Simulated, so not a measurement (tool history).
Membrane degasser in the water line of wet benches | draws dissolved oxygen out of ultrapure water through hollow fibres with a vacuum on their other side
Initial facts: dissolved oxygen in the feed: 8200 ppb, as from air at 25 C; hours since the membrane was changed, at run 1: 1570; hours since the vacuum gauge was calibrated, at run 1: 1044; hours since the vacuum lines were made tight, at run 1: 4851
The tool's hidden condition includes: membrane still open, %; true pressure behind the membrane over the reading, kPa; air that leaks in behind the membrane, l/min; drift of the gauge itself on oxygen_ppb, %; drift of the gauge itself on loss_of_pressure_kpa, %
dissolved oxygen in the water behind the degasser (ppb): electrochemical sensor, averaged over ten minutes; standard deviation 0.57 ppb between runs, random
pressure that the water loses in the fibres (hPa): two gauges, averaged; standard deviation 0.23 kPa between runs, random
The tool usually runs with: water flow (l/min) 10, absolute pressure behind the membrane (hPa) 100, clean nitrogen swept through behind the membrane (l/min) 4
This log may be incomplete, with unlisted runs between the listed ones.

run    hour  water flow (l/min)  absolute pressure behind the membrane (hPa)  clean nitrogen swept through behind the membrane (l/min)  hours since the membrane was changed  hours since the vacuum gauge was calibrated  hours since the vacuum lines were made tight  dissolved oxygen in the water behind the degasser (ppb)  pressure that the water loses in the fibres (hPa)
  1       0                  10                                          100                                                         4                                  1570                                         1044                                          4851                                                     49.5                                              589.2
  2    38.3                  10                                          100                                                         4                                  1608                                         1083                                          4889                                                     47.8                                              587.4
  3    62.6                  10                                          100                                                         4                                  1633                                         1107                                          4914                                                     49.3                                              588.8
  4   102.6                  10                                          100                                                         4                                  1673                                         1147                                          4954                                                     48.8                                              589.6
  5   154.6                  10                                          100                                                         4                                  1725                                         1199                                          5006                                                     48.3                                              585.7
  6   200.2                  10                                          100                                                         4                                  1770                                         1245                                          5051                                                     48.8                                              588.8
  7   243.5                  11                                          100                                                         4                                  1814                                         1288                                          5094                                                     57.5                                              646.6
  8   274.3                  11                                          100                                                         4                                  1844                                         1319                                          5125                                                     57.1                                                643
  9     316                  11                                          100                                                         4                                  1886                                         1360                                          5167                                                     56.8                                              645.6
 10   369.3                  10                                          100                                                         4                                  1939                                         1414                                          5220                                                     48.8                                              593.1
 11   404.9                  10                                          100                                                         4                                  1975                                         1449                                          5256                                                     49.1                                              589.2
 12   433.2                  10                                          100                                                         4                                  2003                                         1478                                          5284                                                       49                                              594.4
 13   463.9                  10                                          100                                                         4                                  2034                                         1508                                          5315                                                     48.4                                              589.4
 14   497.8                  10                                          100                                                         4                                  2068                                         1542                                          5349                                                     49.6                                              590.7
 15   547.9                  10                                          100                                                     10.44                                  2118                                         1592                                          5399                                                     23.6                                              592.2
 16   596.3                  10                                          100                                                     10.44                                  2166                                         1641                                          5447                                                     22.9                                              594.4
 17   621.2                  10                                          100                                                     10.44                                  2191                                         1666                                          5472                                                     23.2                                              593.9
 18   659.5                  10                                          165                                                      3.15                                  2229                                         1704                                          5510                                                    110.4                                              588.4
 19   681.4                  12                                          100                                                      3.84                                  2251                                         1726                                          5532                                                     70.4                                              704.8
 20   725.7                  11                                          192                                                      3.84                                  2296                                         1770                                          5577                                                    121.8                                              651.7
 21   763.7                   9                                          100                                                      5.75                                  2334                                         1808                                          5615                                                     30.2                                              529.7
 22   808.5                  15                                          122                                                      2.44                                  2378                                         1853                                          5659                                                    175.6                                              887.2
 23   849.8                   8                                          100                                                      4.38                                  2420                                         1894                                          5701                                                     33.8                                              467.4
 24   880.5                  10                                          137                                                      6.86                                  2451                                         1925                                          5731                                                     43.8                                                590
 25   928.4                   6                                          213                                                       2.1                                  2498                                         1973                                          5779                                                    125.7                                              353.1
 26     962                  10                                          213                                                       2.1                                  2532                                         2006                                          5813                                                    211.1                                              589.5
 27   985.8                  10                                          123                                                      4.06                                  2556                                         2030                                          5837                                                     61.6                                              589.1
 28  1031.9                   9                                           84                                                     10.67                                  2602                                         2076                                          5883                                                     14.5                                                534
 29  1057.7                   9                                           84                                                     10.67                                  2628                                         2102                                          5909                                                     14.8                                              528.2
 30  1099.7                   8                                           97                                                       7.5                                  2670                                         2144                                          5951                                                     19.4                                              474.5
 31    1140                  10                                           91                                                         4                                  2710                                         2184                                          5991                                                     42.5                                              587.7
 32    1189                   9                                          137                                                         4                                  2759                                         2234                                          6040                                                     63.8                                              527.6

3 ways to go on from here, each from the tool as it stands after run 32. What would each give?
  A  1242.9                   9                                          197                                                      3.85                                  2813                                         2287                                          6094                                                        ?                                                  ?
  B  1242.9                   8                                           83                                                       4.7                                  2813                                         2287                                          6094                                                        ?                                                  ?
  C  1242.9                   9                                          103                                                      2.45                                  2813                                         2287                                          6094                                                        ?                                                  ?

run  dissolved oxygen in the water behind the degasser (ppb)  pressure that the water loses in the fibres (hPa)
  A                                                     98.8                                              532.1
  B                                                     24.2                                              474.4
  C                                                     68.1                                              528.7
Without the tool's hidden state the same runs would have given:
run  dissolved oxygen in the water behind the degasser (ppb)  pressure that the water loses in the fibres (hPa)
  A                                                     98.7                                              531.9
  B                                                     24.2                                              474.3
  C                                                       68                                              528.5
